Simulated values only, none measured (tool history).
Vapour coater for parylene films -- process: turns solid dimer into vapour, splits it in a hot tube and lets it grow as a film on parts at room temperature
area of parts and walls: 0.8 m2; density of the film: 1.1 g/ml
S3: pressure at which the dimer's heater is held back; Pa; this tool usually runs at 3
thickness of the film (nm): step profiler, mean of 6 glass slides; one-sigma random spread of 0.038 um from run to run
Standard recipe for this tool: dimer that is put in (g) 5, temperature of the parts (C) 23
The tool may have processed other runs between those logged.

run 1 day=0 | dimer_that_is_put_in_(g)=5 temperature_of_the_parts_(C)=23 S3=3 | thickness_of_the_film_(nm)=3880
run 2 day=2.812 | dimer_that_is_put_in_(g)=5 temperature_of_the_parts_(C)=23 S3=3 | thickness_of_the_film_(nm)=3800
run 3 day=4.892 | dimer_that_is_put_in_(g)=5 temperature_of_the_parts_(C)=23 S3=3 | thickness_of_the_film_(nm)=3870
run 4 day=7.958 | dimer_that_is_put_in_(g)=5 temperature_of_the_parts_(C)=23 S3=3 | thickness_of_the_film_(nm)=3730
-- day=9.938 trap's valve overhauled
run 5 day=11.158 | dimer_that_is_put_in_(g)=5 temperature_of_the_parts_(C)=28 S3=3 | thickness_of_the_film_(nm)=3660
run 6 day=14.104 | dimer_that_is_put_in_(g)=5 temperature_of_the_parts_(C)=28 S3=3 | thickness_of_the_film_(nm)=3650
run 7 day=16.65 | dimer_that_is_put_in_(g)=5 temperature_of_the_parts_(C)=28 S3=3 | thickness_of_the_film_(nm)=3520
run 8 day=19.154 | dimer_that_is_put_in_(g)=5 temperature_of_the_parts_(C)=28 S3=3 | thickness_of_the_film_(nm)=3510
run 9 day=21.771 | dimer_that_is_put_in_(g)=5 temperature_of_the_parts_(C)=28 S3=3 | thickness_of_the_film_(nm)=3420
run 10 day=24.025 | dimer_that_is_put_in_(g)=5 temperature_of_the_parts_(C)=23 S3=2.18 | thickness_of_the_film_(nm)=3930
-- day=25.092 trap's valve overhauled
run 11 day=27.008 | dimer_that_is_put_in_(g)=5 temperature_of_the_parts_(C)=23 S3=3 | thickness_of_the_film_(nm)=3950
run 12 day=29.854 | dimer_that_is_put_in_(g)=5 temperature_of_the_parts_(C)=34 S3=3 | thickness_of_the_film_(nm)=3240
run 13 day=31.767 | dimer_that_is_put_in_(g)=5 temperature_of_the_parts_(C)=34 S3=3 | thickness_of_the_film_(nm)=3230
run 14 day=34.717 | dimer_that_is_put_in_(g)=5 temperature_of_the_parts_(C)=34 S3=3 | thickness_of_the_film_(nm)=3160
run 15 day=37.3 | dimer_that_is_put_in_(g)=5 temperature_of_the_parts_(C)=34 S3=7.23 | thickness_of_the_film_(nm)=2670
run 16 day=38.942 | dimer_that_is_put_in_(g)=5 temperature_of_the_parts_(C)=34 S3=7.23 | thickness_of_the_film_(nm)=2640
-- day=40.262 trap's valve overhauled
run 17 day=41.133 | dimer_that_is_put_in_(g)=5 temperature_of_the_parts_(C)=23 S3=3 | thickness_of_the_film_(nm)=3990
run 18 day=43.021 | dimer_that_is_put_in_(g)=5 temperature_of_the_parts_(C)=23 S3=3 | thickness_of_the_film_(nm)=3960
-- day=44.767 table's thermometer calibrated
run 19 day=44.879 | dimer_that_is_put_in_(g)=5 temperature_of_the_parts_(C)=23 S3=3 | thickness_of_the_film_(nm)=3800
run 20 day=47.483 | dimer_that_is_put_in_(g)=5 temperature_of_the_parts_(C)=23 S3=3 | thickness_of_the_film_(nm)=3760
run 21 day=48.742 | dimer_that_is_put_in_(g)=5 temperature_of_the_parts_(C)=23 S3=3 | thickness_of_the_film_(nm)=3790
run 22 day=50.004 | dimer_that_is_put_in_(g)=5 temperature_of_the_parts_(C)=23 S3=3 | thickness_of_the_film_(nm)=3700
run 23 day=51.862 | dimer_that_is_put_in_(g)=5 temperature_of_the_parts_(C)=23 S3=3 | thickness_of_the_film_(nm)=3650
run 24 day=54.646 | dimer_that_is_put_in_(g)=5 temperature_of_the_parts_(C)=23 S3=4.39 | thickness_of_the_film_(nm)=3410
-- day=55.588 trap's valve overhauled
run 25 day=57.408 | dimer_that_is_put_in_(g)=5 temperature_of_the_parts_(C)=23 S3=4.39 | thickness_of_the_film_(nm)=3660
run 26 day=59.95 | dimer_that_is_put_in_(g)=6 temperature_of_the_parts_(C)=34 S3=4.39 | thickness_of_the_film_(nm)=3560
-- day=60.367 table's thermometer calibrated, once more
run 27 day=61.771 | dimer_that_is_put_in_(g)=6 temperature_of_the_parts_(C)=30 S3=4.39 | thickness_of_the_film_(nm)=3940
run 28 day=63.854 | dimer_that_is_put_in_(g)=9 temperature_of_the_parts_(C)=25 S3=9.87 | thickness_of_the_film_(nm)=5600
run 29 day=65.792 | dimer_that_is_put_in_(g)=7 temperature_of_the_parts_(C)=23 S3=3 | thickness_of_the_film_(nm)=5450
run 30 day=67.608 | dimer_that_is_put_in_(g)=7 temperature_of_the_parts_(C)=23 S3=3 | thickness_of_the_film_(nm)=5260
run 31 day=69.408 | dimer_that_is_put_in_(g)=7 temperature_of_the_parts_(C)=23 S3=3 | thickness_of_the_film_(nm)=5310
-- day=70.821 trap's valve overhauled
run 32 day=72.096 | dimer_that_is_put_in_(g)=4 temperature_of_the_parts_(C)=16 S3=3 | thickness_of_the_film_(nm)=3540
run 33 day=74.329 | dimer_that_is_put_in_(g)=7 temperature_of_the_parts_(C)=23 S3=3 | thickness_of_the_film_(nm)=5600
run 34 day=75.767 | dimer_that_is_put_in_(g)=2 temperature_of_the_parts_(C)=34 S3=3 | thickness_of_the_film_(nm)=1340
run 35 day=77.05 | dimer_that_is_put_in_(g)=2 temperature_of_the_parts_(C)=34 S3=3 | thickness_of_the_film_(nm)=1310
run 36 day=79.942 | dimer_that_is_put_in_(g)=2 temperature_of_the_parts_(C)=34 S3=3 | thickness_of_the_film_(nm)=1320
run 37 day=81.433 | dimer_that_is_put_in_(g)=2 temperature_of_the_parts_(C)=34 S3=3 | thickness_of_the_film_(nm)=1250
run 38 day=83.254 | dimer_that_is_put_in_(g)=2 temperature_of_the_parts_(C)=34 S3=3 | thickness_of_the_film_(nm)=1290
run 39 day=85.008 | dimer_that_is_put_in_(g)=2 temperature_of_the_parts_(C)=34 S3=3 | thickness_of_the_film_(nm)=1270
-- day=85.971 trap's valve overhauled
run 40 day=87.108 | dimer_that_is_put_in_(g)=2 temperature_of_the_parts_(C)=34 S3=3 | thickness_of_the_film_(nm)=1350
run 41 day=88.638 | dimer_that_is_put_in_(g)=3 temperature_of_the_parts_(C)=32 S3=2.74 | thickness_of_the_film_(nm)=2080
run 42 day=90.175 | dimer_that_is_put_in_(g)=3 temperature_of_the_parts_(C)=35 S3=2.5 | thickness_of_the_film_(nm)=2040
run 43 day=91.496 | dimer_that_is_put_in_(g)=3 temperature_of_the_parts_(C)=35 S3=2.5 | thickness_of_the_film_(nm)=2020
run 44 day=93.7 | dimer_that_is_put_in_(g)=3 temperature_of_the_parts_(C)=23 S3=10.89 | thickness_of_the_film_(nm)=1870
run 45 day=95.796 | dimer_that_is_put_in_(g)=3 temperature_of_the_parts_(C)=23 S3=5.49 | thickness_of_the_film_(nm)=2110
run 46 day=98.654 | dimer_that_is_put_in_(g)=4 temperature_of_the_parts_(C)=19 S3=2.87 | thickness_of_the_film_(nm)=3250
run 47 day=100.454 | dimer_that_is_put_in_(g)=4 temperature_of_the_parts_(C)=19 S3=2.87 | thickness_of_the_film_(nm)=3230
-- day=101.075 trap's valve overhauled
run 48 day=103.596 | dimer_that_is_put_in_(g)=3 temperature_of_the_parts_(C)=18 S3=7.27 | thickness_of_the_film_(nm)=2250

A few steps of thickness of the film (nm) between consecutive runs. Split each: what settings, incoming material and random variation would produce without the hidden state, and what is left over for the hidden state, along with gauge scatter present in only one of the two compared results (measured, and without hidden state):
Hidden state at play: vapour lost through the trap's worn valve, %; true temperature of the parts over the reading, C; drift of the gauge itself on film_um, %.
Run 4 -> 5: temperature of the parts (C) 23 -> 28, trap's valve overhauled. thickness of the film (nm) -70: hidden state +260, all else -330.
Run 10 -> 11: S3 2.18 -> 3, trap's valve overhauled. thickness of the film (nm) +20: hidden state +240, all else -220.
Run 31 -> 32: dimer that is put in (g) 7 -> 4, temperature of the parts (C) 23 -> 16, trap's valve overhauled. thickness of the film (nm) -1770: hidden state +400, all else -2170.
Run 32 -> 33: dimer that is put in (g) 4 -> 7, temperature of the parts (C) 16 -> 23. thickness of the film (nm) +2060: hidden state -90, all else +2150.
Run 33 -> 34: dimer that is put in (g) 7 -> 2, temperature of the parts (C) 23 -> 34. thickness of the film (nm) -4260: hidden state +80, all else -4340.
